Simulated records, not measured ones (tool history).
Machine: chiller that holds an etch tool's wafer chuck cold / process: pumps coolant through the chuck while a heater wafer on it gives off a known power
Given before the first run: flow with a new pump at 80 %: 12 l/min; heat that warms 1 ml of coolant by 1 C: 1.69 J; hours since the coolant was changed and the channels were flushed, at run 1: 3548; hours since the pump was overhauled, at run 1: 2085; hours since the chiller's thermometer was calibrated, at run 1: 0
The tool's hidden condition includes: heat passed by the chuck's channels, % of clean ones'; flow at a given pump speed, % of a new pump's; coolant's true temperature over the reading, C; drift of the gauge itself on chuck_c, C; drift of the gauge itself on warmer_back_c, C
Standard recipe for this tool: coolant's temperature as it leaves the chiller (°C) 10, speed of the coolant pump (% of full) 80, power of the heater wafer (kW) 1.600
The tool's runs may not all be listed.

run	hour	coolant's temperature as it leaves the chiller (°C)	speed of the coolant pump (% of full)	power of the heater wafer (kW)	hours since the coolant was changed and the channels were flushed	hours since the pump was overhauled	hours since the chiller's thermometer was calibrated	chuck's temperature once it has settled (°C)	how much warmer the coolant comes back (C)
1	0.0	10	80	1.600	3548	2085	0	30.4	4.94
2	102.1	10	80	1.600	3650	2187	102	30.6	4.90
3	216.7	10	80	1.600	3764	2302	217	30.6	4.90
4	308.1	10	80	1.600	3856	2393	308	30.6	4.97
5	401.3	10	80	1.600	3949	2486	401	30.7	4.99
6	460.0	10	80	1.600	4008	2545	460	30.9	4.97
7	563.6	10	77	1.600	4111	2649	564	31.4	5.29
8	632.4	10	77	1.600	4180	2718	632	31.6	5.15
9	768.7	10	77	1.600	4316	2854	769	31.7	5.24
10	866.1	20	77	1.600	4414	2951	866	41.7	5.24
11	989.2	20	77	1.600	4537	3074	989	41.8	5.24
12	1063.9	10	80	1.600	4612	3149	1064	31.3	5.03
13	1155.1	10	80	1.600	4703	3240	1155	31.2	5.03
14	1241.3	10	80	1.320	4789	3327	1241	27.8	4.15
15	1302.5	10	80	1.320	4850	3388	1302	27.4	4.20
16	1397.2	10	80	1.600	4945	3482	1397	31.5	5.07
17	1486.0	9	80	1.600	5034	3571	1486	30.4	5.02
# hour 1585.2: coolant changed, channels flushed
18	1602.6	5	72	1.212	17	3682	1597	20.8	4.26
19	1678.8	5	88	1.212	94	3758	1673	18.6	3.43
20	1794.6	5	88	1.212	209	3874	1789	18.5	3.46
# hour 1806.6: coolant pump overhauled
21	1859.3	5	96	1.513	269	53	1848	21.4	4.15
22	1953.8	1	96	0.958	364	147	1943	11.4	2.63
23	2090.2	3	96	2.083	500	284	2079	25.6	5.73
24	2226.2	3	96	2.083	636	420	2215	25.7	5.74
# hour 2296.2: coolant pump overhauled, once more
25	2348.0	3	96	2.083	753	52	2332	23.9	5.02
26	2458.5	4	66	1.592	863	162	2442	25.4	5.85
27	2537.6	4	66	1.592	942	241	2522	25.8	5.86
28	2635.2	2	84	1.592	1040	339	2619	19.6	4.53
29	2754.4	2	84	1.592	1159	458	2738	20.1	4.53
30	2844.2	19	80	1.594	1249	548	2828	37.7	4.80
# hour 2908.4: chiller's thermometer calibrated
31	2948.8	8	80	1.594	1353	652	40	27.0	4.77

Selected run-to-run steps in chuck's temperature once it has settled (°C), each split into two signed amounts: the part the tool would show with no hidden state at all (from settings, incoming material and random variation), and the remainder, which goes to the hidden state together with any gauge scatter not common to the measured and the hidden-state-free results:
Run 17 -> 18: coolant's temperature as it leaves the chiller (°C) 9 -> 5, speed of the coolant pump (% of full) 80 -> 72, power of the heater wafer (kW) 1.600 -> 1.212, coolant changed, channels flushed. chuck's temperature once it has settled (°C) -9.6: hidden state -2.4, all else -7.2.
Run 22 -> 23: coolant's temperature as it leaves the chiller (°C) 1 -> 3, power of the heater wafer (kW) 0.958 -> 2.083. chuck's temperature once it has settled (°C) +14.2: hidden state +1.4, all else +12.8.
Run 24 -> 25: coolant pump overhauled, once more. chuck's temperature once it has settled (°C) -1.8: hidden state -2.1, all else +0.3.
Run 29 -> 30: coolant's temperature as it leaves the chiller (°C) 2 -> 19, speed of the coolant pump (% of full) 84 -> 80, power of the heater wafer (kW) 1.592 -> 1.594. chuck's temperature once it has settled (°C) +17.6: hidden state +0.1, all else +17.5.
Run 30 -> 31: coolant's temperature as it leaves the chiller (°C) 19 -> 8, chiller's thermometer calibrated. chuck's temperature once it has settled (°C) -10.7: hidden state +0.3, all else -11.0.
